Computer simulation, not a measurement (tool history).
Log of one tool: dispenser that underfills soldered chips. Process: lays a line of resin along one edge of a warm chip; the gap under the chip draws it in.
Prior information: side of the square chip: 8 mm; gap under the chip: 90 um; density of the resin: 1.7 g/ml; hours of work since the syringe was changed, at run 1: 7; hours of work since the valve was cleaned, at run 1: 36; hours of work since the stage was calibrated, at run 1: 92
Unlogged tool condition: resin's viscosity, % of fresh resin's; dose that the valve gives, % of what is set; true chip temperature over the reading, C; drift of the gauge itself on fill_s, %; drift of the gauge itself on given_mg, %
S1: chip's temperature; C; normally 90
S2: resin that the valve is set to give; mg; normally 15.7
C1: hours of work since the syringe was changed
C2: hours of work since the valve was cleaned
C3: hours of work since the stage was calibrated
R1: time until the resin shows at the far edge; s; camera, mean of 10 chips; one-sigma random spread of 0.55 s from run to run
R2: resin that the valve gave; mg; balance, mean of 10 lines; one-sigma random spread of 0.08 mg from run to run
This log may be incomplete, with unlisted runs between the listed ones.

Run 1, hour 0: usual settings; C1 7; C2 36; C3 92. Result: R1 78 s, R2 15.18 mg.
At hour 3.7: new syringe of resin.
Run 2, hour 11.7: usual settings; C1 5; C2 43; C3 100. Result: R1 70.4 s, R2 15.15 mg.
At hour 18: new syringe of resin.
At hour 23: dispensing valve cleaned and set on the balance.
Run 3, hour 25.6: usual settings; C1 4; C2 2; C3 108. Result: R1 63.7 s, R2 15.63 mg.
At hour 32.6: new syringe of resin.
Run 4, hour 32.6: usual settings; C1 0; C2 6; C3 113. Result: R1 45.8 s, R2 15.59 mg.
Run 5, hour 44.6: usual settings; C1 8; C2 14; C3 121. Result: R1 87.2 s, R2 15.46 mg.
At hour 47: new syringe of resin.
Run 6, hour 54.1: usual settings but S1 81 C; C1 5; C2 20; C3 127. Result: R1 82.6 s, R2 15.44 mg.
At hour 61.2: new syringe of resin.
Run 7, hour 61.2: usual settings but S1 92 C; C1 0; C2 25; C3 131. Result: R1 41.8 s, R2 15.28 mg.
At hour 74.7: new syringe of resin.
Run 8, hour 74.7: usual settings but S1 92 C; C1 0; C2 34; C3 140. Result: R1 42.9 s, R2 15.18 mg.
Run 9, hour 86.9: usual settings; C1 8; C2 42; C3 148. Result: R1 85.9 s, R2 15.19 mg.
At hour 88.9: new syringe of resin.
Run 10, hour 97.2: usual settings; C1 6; C2 49; C3 155. Result: R1 70.4 s, R2 15.13 mg.
At hour 100.4: dispensing valve cleaned and set on the balance.
At hour 103.8: new syringe of resin.
Run 11, hour 110.5: usual settings but S2 18.1 mg; C1 5; C2 7; C3 163. Result: R1 64.1 s, R2 18.05 mg.
At hour 118.2: new syringe of resin.
Run 12, hour 124.2: usual settings but S2 14 mg; C1 4; C2 16; C3 172. Result: R1 63.1 s, R2 13.97 mg.
Run 13, hour 129.9: usual settings but S2 13.9 mg; C1 8; C2 19; C3 176. Result: R1 84.8 s, R2 13.69 mg.
At hour 131.8: new syringe of resin.
Run 14, hour 141.2: usual settings but S2 13.9 mg; C1 6; C2 27; C3 183. Result: R1 76.8 s, R2 13.65 mg.
At hour 146.2: new syringe of resin.
Run 15, hour 154.1: usual settings but S2 13.9 mg; C1 5; C2 35; C3 192. Result: R1 70.1 s, R2 13.61 mg.
At hour 160.1: new syringe of resin.
Run 16, hour 161.8: usual settings but S1 84 C, S2 13.9 mg; C1 1; C2 40; C3 197. Result: R1 58.9 s, R2 13.38 mg.
Run 17, hour 169: usual settings; C1 6; C2 45; C3 202. Result: R1 73.4 s, R2 15.07 mg.
At hour 173.9: new syringe of resin.
At hour 178.1: dispensing valve cleaned and set on the balance.
Run 18, hour 180.4: usual settings; C1 4; C2 2; C3 208. Result: R1 59.2 s, R2 15.72 mg.
At hour 188.9: new syringe of resin.
Run 19, hour 192.7: usual settings but S1 93 C, S2 13.7 mg; C1 3; C2 10; C3 217. Result: R1 51.6 s, R2 13.65 mg.
Run 20, hour 198.4: usual settings but S1 76 C, S2 14.9 mg; C1 6; C2 13; C3 220. Result: R1 111.7 s, R2 14.73 mg.
At hour 203.5: new syringe of resin.
Run 21, hour 208.4: usual settings but S1 76 C, S2 14.9 mg; C1 3; C2 20; C3 227. Result: R1 85.4 s, R2 14.59 mg.
At hour 217.9: new syringe of resin.
Run 22, hour 218.6: usual settings but S1 76 C, S2 14.9 mg; C1 0; C2 27; C3 234. Result: R1 67.5 s, R2 14.59 mg.
Run 23, hour 227.3: usual settings but S1 76 C, S2 14.9 mg; C1 6; C2 32; C3 239. Result: R1 108 s, R2 14.38 mg.
At hour 232.5: new syringe of resin.
Run 24, hour 240.4: usual settings but S1 76 C, S2 14.9 mg; C1 5; C2 41; C3 248. Result: R1 100.8 s, R2 14.48 mg.
At hour 246.5: new syringe of resin.
Run 25, hour 253.5: usual settings but S1 77 C, S2 14.9 mg; C1 5; C2 50; C3 257. Result: R1 94.7 s, R2 14.23 mg.
At hour 255.5: dispensing valve cleaned and set on the balance.
At hour 262: new syringe of resin.
Run 26, hour 267: usual settings but S1 77 C, S2 14.9 mg; C1 3; C2 8; C3 265. Result: R1 83.4 s, R2 14.64 mg.
At hour 275.7: new syringe of resin.
Run 27, hour 277.1: usual settings but S1 77 C, S2 14.9 mg; C1 1; C2 14; C3 271. Result: R1 68.4 s, R2 14.81 mg.
Run 28, hour 284.8: usual settings but S1 102 C, S2 15 mg; C1 6; C2 19; C3 276. Result: R1 52.8 s, R2 14.71 mg.
At hour 289.4: new syringe of resin.
Run 29, hour 296.1: usual settings but S1 87 C, S2 15 mg; C1 5; C2 27; C3 284. Result: R1 68.9 s, R2 14.81 mg.
At hour 303.4: new syringe of resin.
Run 30, hour 305.4: usual settings but S1 87 C; C1 1; C2 33; C3 290. Result: R1 53.7 s, R2 15.11 mg.
Run 31, hour 315.5: usual settings but S1 87 C; C1 8; C2 40; C3 297. Result: R1 92.1 s, R2 15.07 mg.
At hour 317.4: new syringe of resin.
Run 32, hour 325.1: usual settings but S1 87 C; C1 5; C2 46; C3 303. Result: R1 72.8 s, R2 15.14 mg.
At hour 331.2: new syringe of resin.
At hour 332.4: dispensing valve cleaned and set on the balance.
Run 33, hour 332.4: usual settings but S1 87 C; C1 0; C2 0; C3 307. Result: R1 47.5 s, R2 15.71 mg.
Run 34, hour 339.2: usual settings but S1 87 C; C1 5; C2 5; C3 311. Result: R1 68.9 s, R2 15.83 mg.

5 ways to go on from here, each from the tool as it stands after run 34. What would each give?
Run A, hour 344.9: usual settings but S1 75 C, S2 13.9 mg; C1 9; C2 8; C3 315. Result: R1 ?, R2 ?.
Run B, hour 344.9: usual settings but S1 96 C, S2 15.8 mg; C1 9; C2 8; C3 315. Result: R1 ?, R2 ?.
Run C, hour 344.9: usual settings but S1 83 C, S2 18 mg; C1 9; C2 8; C3 315. Result: R1 ?, R2 ?.
Run D, hour 344.9: usual settings but S1 104 C; C1 9; C2 8; C3 315. Result: R1 ?, R2 ?.
Run E, hour 344.9: usual settings but S1 87 C, S2 16.5 mg; C1 9; C2 8; C3 315. Result: R1 ?, R2 ?.

run     R1     R2
  A  133.6  13.91
  B   72.7  15.68
  C  104.8  17.86
  D   60.1  15.54
  E   93.8  16.59
Take away the tool's hidden state, keep each run's random variation, and the runs would have read:
run    R1     R2
  A  72.1     14
  B  38.8  15.78
  C  56.6  17.98
  D  32.1  15.64
  E  50.5   16.7
